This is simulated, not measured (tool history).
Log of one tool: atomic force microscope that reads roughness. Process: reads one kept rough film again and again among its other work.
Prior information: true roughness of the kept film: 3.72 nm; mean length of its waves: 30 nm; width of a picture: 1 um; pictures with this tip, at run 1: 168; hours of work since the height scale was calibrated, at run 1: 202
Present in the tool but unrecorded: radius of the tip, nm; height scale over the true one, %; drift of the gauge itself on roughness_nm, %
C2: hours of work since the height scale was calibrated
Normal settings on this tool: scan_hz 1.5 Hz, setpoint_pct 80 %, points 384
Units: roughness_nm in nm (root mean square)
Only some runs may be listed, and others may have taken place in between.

{"run": 1, "hour": 0.0, "scan_hz": 1.5, "setpoint_pct": 80, "points": 384, "pictures with this tip": 168, "C2": 202, "roughness_nm": 2.952}
{"run": 2, "hour": 11.6, "scan_hz": 1.5, "setpoint_pct": 80, "points": 384, "pictures with this tip": 183, "C2": 208, "roughness_nm": 2.949}
{"run": 3, "hour": 28.3, "scan_hz": 1.5, "setpoint_pct": 80, "points": 384, "pictures with this tip": 203, "C2": 215, "roughness_nm": 2.948}
{"run": 4, "hour": 40.0, "scan_hz": 1.5, "setpoint_pct": 80, "points": 781, "pictures with this tip": 218, "C2": 221, "roughness_nm": 2.945}
{"run": 5, "hour": 52.8, "scan_hz": 1.5, "setpoint_pct": 80, "points": 781, "pictures with this tip": 234, "C2": 227, "roughness_nm": 2.968}
{"run": 6, "hour": 75.6, "scan_hz": 1.5, "setpoint_pct": 80, "points": 781, "pictures with this tip": 263, "C2": 237, "roughness_nm": 2.956}
{"run": 7, "hour": 95.3, "scan_hz": 1.5, "setpoint_pct": 80, "points": 781, "pictures with this tip": 287, "C2": 246, "roughness_nm": 2.958}
{"run": 8, "hour": 115.4, "scan_hz": 1.5, "setpoint_pct": 80, "points": 781, "pictures with this tip": 312, "C2": 255, "roughness_nm": 2.928}
{"hour": 125.9, "done": "new tip fitted"}
{"run": 9, "hour": 134.5, "scan_hz": 1.5, "setpoint_pct": 80, "points": 781, "pictures with this tip": 11, "C2": 264, "roughness_nm": 2.959}
{"run": 10, "hour": 156.5, "scan_hz": 1.5, "setpoint_pct": 80, "points": 384, "pictures with this tip": 38, "C2": 274, "roughness_nm": 2.963}
{"run": 11, "hour": 172.7, "scan_hz": 1.5, "setpoint_pct": 66, "points": 384, "pictures with this tip": 59, "C2": 282, "roughness_nm": 3.162}
{"run": 12, "hour": 194.3, "scan_hz": 1.5, "setpoint_pct": 80, "points": 847, "pictures with this tip": 86, "C2": 292, "roughness_nm": 2.973}
{"run": 13, "hour": 210.5, "scan_hz": 1.5, "setpoint_pct": 80, "points": 847, "pictures with this tip": 106, "C2": 299, "roughness_nm": 2.945}
{"run": 14, "hour": 222.9, "scan_hz": 1.5, "setpoint_pct": 80, "points": 847, "pictures with this tip": 121, "C2": 305, "roughness_nm": 2.986}
{"run": 15, "hour": 248.0, "scan_hz": 1.5, "setpoint_pct": 80, "points": 847, "pictures with this tip": 153, "C2": 316, "roughness_nm": 2.969}
{"run": 16, "hour": 267.1, "scan_hz": 1.5, "setpoint_pct": 80, "points": 384, "pictures with this tip": 177, "C2": 325, "roughness_nm": 2.944}
{"run": 17, "hour": 288.3, "scan_hz": 1.5, "setpoint_pct": 80, "points": 384, "pictures with this tip": 203, "C2": 335, "roughness_nm": 2.937}
{"run": 18, "hour": 310.5, "scan_hz": 1.5, "setpoint_pct": 80, "points": 384, "pictures with this tip": 231, "C2": 345, "roughness_nm": 2.935}
{"run": 19, "hour": 330.2, "scan_hz": 2.21, "setpoint_pct": 80, "points": 384, "pictures with this tip": 256, "C2": 354, "roughness_nm": 2.745}
{"run": 20, "hour": 351.9, "scan_hz": 2.21, "setpoint_pct": 82, "points": 900, "pictures with this tip": 283, "C2": 364, "roughness_nm": 2.73}
{"run": 21, "hour": 364.3, "scan_hz": 2.21, "setpoint_pct": 82, "points": 900, "pictures with this tip": 299, "C2": 370, "roughness_nm": 2.731}
{"run": 22, "hour": 383.3, "scan_hz": 1.06, "setpoint_pct": 63, "points": 934, "pictures with this tip": 322, "C2": 379, "roughness_nm": 3.278}
{"hour": 386.1, "done": "new tip fitted"}
{"run": 23, "hour": 406.2, "scan_hz": 0.99, "setpoint_pct": 59, "points": 462, "pictures with this tip": 25, "C2": 389, "roughness_nm": 3.3}
{"run": 24, "hour": 421.5, "scan_hz": 1.19, "setpoint_pct": 75, "points": 732, "pictures with this tip": 45, "C2": 396, "roughness_nm": 3.145}
{"run": 25, "hour": 442.7, "scan_hz": 1.5, "setpoint_pct": 60, "points": 333, "pictures with this tip": 71, "C2": 406, "roughness_nm": 3.247}
{"run": 26, "hour": 456.0, "scan_hz": 2.66, "setpoint_pct": 75, "points": 384, "pictures with this tip": 88, "C2": 412, "roughness_nm": 2.782}
{"run": 27, "hour": 474.9, "scan_hz": 1.5, "setpoint_pct": 70, "points": 384, "pictures with this tip": 111, "C2": 421, "roughness_nm": 3.124}
{"run": 28, "hour": 493.5, "scan_hz": 1.5, "setpoint_pct": 70, "points": 384, "pictures with this tip": 135, "C2": 429, "roughness_nm": 3.109}
{"run": 29, "hour": 504.8, "scan_hz": 1.5, "setpoint_pct": 75, "points": 508, "pictures with this tip": 149, "C2": 434, "roughness_nm": 3.039}
{"run": 30, "hour": 519.4, "scan_hz": 1.5, "setpoint_pct": 75, "points": 508, "pictures with this tip": 167, "C2": 441, "roughness_nm": 3.064}
{"run": 31, "hour": 545.5, "scan_hz": 1.5, "setpoint_pct": 75, "points": 508, "pictures with this tip": 200, "C2": 453, "roughness_nm": 3.054}
{"run": 32, "hour": 569.3, "scan_hz": 3.84, "setpoint_pct": 75, "points": 508, "pictures with this tip": 230, "C2": 464, "roughness_nm": 2.604}
{"run": 33, "hour": 585.4, "scan_hz": 0.83, "setpoint_pct": 81, "points": 508, "pictures with this tip": 250, "C2": 472, "roughness_nm": 3.112}
{"run": 34, "hour": 604.7, "scan_hz": 3.69, "setpoint_pct": 81, "points": 797, "pictures with this tip": 274, "C2": 480, "roughness_nm": 2.43}
{"run": 35, "hour": 615.5, "scan_hz": 3.69, "setpoint_pct": 81, "points": 797, "pictures with this tip": 287, "C2": 485, "roughness_nm": 2.424}

Measured less the same run without the tool's hidden state. The same run-to-run variation is in both; the gauge's scatter may not be:
run=1 roughness_nm=-0.007
run=2 roughness_nm=-0.008
run=3 roughness_nm=-0.008
run=4 roughness_nm=-0.008
run=5 roughness_nm=-0.009
run=6 roughness_nm=-0.01
run=7 roughness_nm=-0.01
run=8 roughness_nm=-0.012
run=9 roughness_nm=-0.001
run=10 roughness_nm=-0.002
run=11 roughness_nm=-0.003
run=12 roughness_nm=-0.004
run=13 roughness_nm=-0.004
run=14 roughness_nm=-0.005
run=15 roughness_nm=-0.006
run=16 roughness_nm=-0.006
run=17 roughness_nm=-0.007
run=18 roughness_nm=-0.008
run=19 roughness_nm=-0.008
run=20 roughness_nm=-0.009
run=21 roughness_nm=-0.009
run=22 roughness_nm=-0.012
run=23 roughness_nm=-0.001
run=24 roughness_nm=-0.002
run=25 roughness_nm=-0.003
run=26 roughness_nm=-0.003
run=27 roughness_nm=-0.005
run=28 roughness_nm=-0.005
run=29 roughness_nm=-0.005
run=30 roughness_nm=-0.006
run=31 roughness_nm=-0.007
run=32 roughness_nm=-0.008
run=33 roughness_nm=-0.009
run=34 roughness_nm=-0.008
run=35 roughness_nm=-0.008

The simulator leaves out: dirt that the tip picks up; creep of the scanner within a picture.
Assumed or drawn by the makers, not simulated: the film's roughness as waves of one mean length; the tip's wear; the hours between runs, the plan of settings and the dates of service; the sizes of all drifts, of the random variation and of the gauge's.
